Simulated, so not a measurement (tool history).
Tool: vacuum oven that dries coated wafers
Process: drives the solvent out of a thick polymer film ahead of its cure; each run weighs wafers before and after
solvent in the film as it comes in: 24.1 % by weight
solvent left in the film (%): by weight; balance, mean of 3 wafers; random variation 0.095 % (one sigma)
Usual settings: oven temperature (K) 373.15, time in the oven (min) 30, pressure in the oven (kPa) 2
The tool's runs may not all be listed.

run,day,oven temperature (K),time in the oven (min),pressure in the oven (kPa),solvent left in the film (%)
1,0,373.15,30,2,8.06
2,0.796,373.15,30,2.42,8.58
3,2.117,373.15,30,1.01,6.95
4,2.892,373.15,30,1.01,7.03
5,4.292,373.15,30,2,8.22
6,5.788,373.15,42,2,6.44
7,6.608,373.15,42,2,6.3
# day 6.758: vacuum gauge cleaned of residue and calibrated
8,8.046,373.15,30,2,8.5
9,8.95,373.15,23,2,10.06
10,10.175,373.15,23,2,9.98
11,11.625,373.15,30,2,8.47
12,12.908,373.15,44,2,6.28
# day 13.454: vacuum gauge cleaned of residue and calibrated, once more
13,13.942,373.15,44,2,5.94
14,15.146,360.15,25,1.34,12.32
15,15.896,373.15,38,1.1,5.5
16,17.075,367.15,30,1.46,9.21
17,17.962,367.15,30,1.46,9.32
18,19.25,361.15,30,5.46,17.8
19,20.696,371.15,25,3.52,11.89
20,22.121,363.15,54,1.8,7.69
21,23.171,373.15,31,2,7.99
22,24.683,371.15,19,2.19,11.69
23,25.792,371.15,19,2.19,11.8
24,27.067,361.15,38,1.7,10.24
25,28.783,361.15,38,1.7,10.54

3 ways to go on from here, each from the tool as it stands after run 25. What would each give?
A,29.779,373.15,30,1.16,?
B,29.779,382.15,17,6.73,?
C,29.779,361.15,22,1.7,?

run,solvent left in the film (%)
A,7.24
B,12.75
C,13.58
Without the tool's hidden state the same runs would have given:
run,solvent left in the film (%)
A,7.09
B,12.63
C,13.41
